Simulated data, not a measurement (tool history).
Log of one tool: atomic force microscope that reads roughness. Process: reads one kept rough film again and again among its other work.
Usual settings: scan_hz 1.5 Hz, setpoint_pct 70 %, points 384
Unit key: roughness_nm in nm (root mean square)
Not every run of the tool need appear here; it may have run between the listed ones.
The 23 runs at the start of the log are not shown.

run,day,scan_hz,setpoint_pct,points,pictures with this tip,hours of work since the height scale was calibrated,roughness_nm
24,8.608,1.5,75,714,40,194,4.399
25,8.954,3,62,934,58,200,4.192
26,9.242,1.5,70,482,73,205,4.119
# day 9.608: new tip fitted
27,9.662,1.17,64,265,3,211,5.082
28,10.079,3.67,66,693,24,219,4.366
29,10.479,3.12,70,520,45,225,4.086
30,10.838,2.36,70,384,64,232,4.032
31,11.229,2.36,70,384,84,238,3.855
# day 11.371: new tip fitted
32,11.717,1.82,71,384,18,246,4.637
33,12.046,0.96,80,384,35,252,4.502
34,12.275,2.22,70,589,47,256,4.257
35,12.55,1.94,64,589,61,260,4.277

Consider 5 possible next runs. They are alternatives, not a sequence: every one starts from the tool as it was left by run 35. What does each give?
A,12.879,2.86,77,507,79,266,?
B,12.879,1.5,73,384,79,266,?
C,12.879,1.56,74,598,79,266,?
D,12.879,1.19,64,635,79,266,?
E,12.879,0.52,90,387,79,266,?

run,roughness_nm
A,3.631
B,4.032
C,4.006
D,4.216
E,4.11
Take away the tool's hidden state, keep each run's random variation, and the runs would have read:
run,roughness_nm
A,4.459
B,4.953
C,4.921
D,5.177
E,5.048
